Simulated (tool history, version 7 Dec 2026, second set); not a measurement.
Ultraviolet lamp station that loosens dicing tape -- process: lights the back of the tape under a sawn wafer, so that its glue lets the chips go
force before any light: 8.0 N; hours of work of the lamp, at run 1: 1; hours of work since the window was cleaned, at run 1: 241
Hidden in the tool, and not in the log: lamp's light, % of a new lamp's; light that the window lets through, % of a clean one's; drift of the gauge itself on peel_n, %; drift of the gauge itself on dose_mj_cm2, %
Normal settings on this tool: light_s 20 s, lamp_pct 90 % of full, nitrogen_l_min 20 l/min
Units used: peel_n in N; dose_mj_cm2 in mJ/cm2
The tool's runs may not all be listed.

run   hour  light_s  lamp_pct  nitrogen_l_min  hours of work of the lamp  hours of work since the window was cleaned  peel_n  dose_mj_cm2
  1    0.0       20        90              20                          1                                         241   0.474          404
      13.1  -- window cleaned of glue's vapour
  2   21.9       20        89              20                         10                                           4   0.540          376
  3   42.4       20        90              20                         19                                          12   0.547          379
  4   59.7       20        90              22                         26                                          19   0.497          376
  5   69.5       20        90              22                         30                                          24   0.516          377
  6   86.3       20        90              22                         37                                          31   0.516          375
  7  103.6       20        90              22                         44                                          38   0.518          376
  8  114.0       20        90              27                         48                                          42   0.417          369
  9  125.3       11        86              27                         53                                          47   1.552          192
 10  137.4       18        93               8                         58                                          52   1.418          344
     147.8  -- window cleaned of glue's vapour, once more
 11  151.1       32        90              27                         64                                           1   0.136          718
 12  173.4       32        90              27                         73                                          11   0.133          712
 13  183.8       32        90              27                         77                                          15   0.136          719
 14  204.4       20        90              21                         86                                          24   0.356          441
 15  215.8       35        68              25                         91                                          28   0.158          587

For each entry between runs, how does the tool's hidden state at the last listed run before it compare with that at the first listed run after it?
After run 1, before run 2: window cleaned of glue's vapour (hour 13.1)
  lamp's light, % of a new lamp's: 99.3 -> 99.2; light that the window lets through, % of a clean one's: 87.6 -> 83.2
  measured value less the no-hidden-state value, peel_n: +0.133 -> +0.195 N; dose_mj_cm2: -60 -> -81 mJ/cm2
After run 10, before run 11: window cleaned of glue's vapour, once more (hour 147.8)
  lamp's light, % of a new lamp's: 98.5 -> 98.4; light that the window lets through, % of a clean one's: 80.8 -> 99
  measured value less the no-hidden-state value, peel_n: +0.479 -> +0.003 N; dose_mj_cm2: -88 -> -19 mJ/cm2
